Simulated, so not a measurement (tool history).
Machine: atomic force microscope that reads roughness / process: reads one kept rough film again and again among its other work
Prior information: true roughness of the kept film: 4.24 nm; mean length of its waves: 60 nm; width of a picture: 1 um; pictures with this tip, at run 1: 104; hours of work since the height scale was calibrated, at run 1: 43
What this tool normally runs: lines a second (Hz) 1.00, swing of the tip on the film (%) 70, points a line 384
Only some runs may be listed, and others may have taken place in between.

| run | day | lines a second (Hz) | swing of the tip on the film (%) | points a line | pictures with this tip | hours of work since the height scale was calibrated | roughness of the kept film (nm (root mean square)) |
|---|---|---|---|---|---|---|---|
| 1 | 0.000 | 1.00 | 70 | 384 | 104 | 43 | 3.930 |
| 2 | 0.158 | 3.14 | 70 | 384 | 109 | 45 | 3.707 |
| 3 | 0.421 | 1.00 | 70 | 273 | 116 | 49 | 3.942 |
| 4 | 0.796 | 1.00 | 70 | 532 | 127 | 53 | 3.933 |
| 5 | 0.967 | 1.25 | 70 | 532 | 132 | 56 | 3.904 |
| 6 | 1.175 | 1.25 | 68 | 300 | 138 | 58 | 3.925 |
| 7 | 1.508 | 1.25 | 68 | 968 | 147 | 63 | 3.928 |
| 8 | 1.683 | 0.90 | 68 | 960 | 152 | 65 | 3.938 |
| 9 | 1.933 | 2.44 | 57 | 384 | 159 | 68 | 3.883 |
| 10 | 2.129 | 2.44 | 57 | 384 | 165 | 71 | 3.929 |

Below are 4 alternative next runs, each starting from the tool's condition after run 10. Predict each:
| A | 2.408 | 2.44 | 57 | 326 | 173 | 75 | ? |
| B | 2.408 | 0.83 | 59 | 673 | 173 | 75 | ? |
| C | 2.408 | 0.99 | 62 | 384 | 173 | 75 | ? |
| D | 2.408 | 2.44 | 57 | 297 | 173 | 75 | ? |

| run | roughness of the kept film (nm (root mean square)) |
|---|---|
| A | 3.902 |
| B | 4.004 |
| C | 3.966 |
| D | 3.887 |
With the hidden condition removed and each run's random variation left untouched, the same runs would have given:
| run | roughness of the kept film (nm (root mean square)) |
|---|---|
| A | 3.909 |
| B | 4.011 |
| C | 3.974 |
| D | 3.894 |

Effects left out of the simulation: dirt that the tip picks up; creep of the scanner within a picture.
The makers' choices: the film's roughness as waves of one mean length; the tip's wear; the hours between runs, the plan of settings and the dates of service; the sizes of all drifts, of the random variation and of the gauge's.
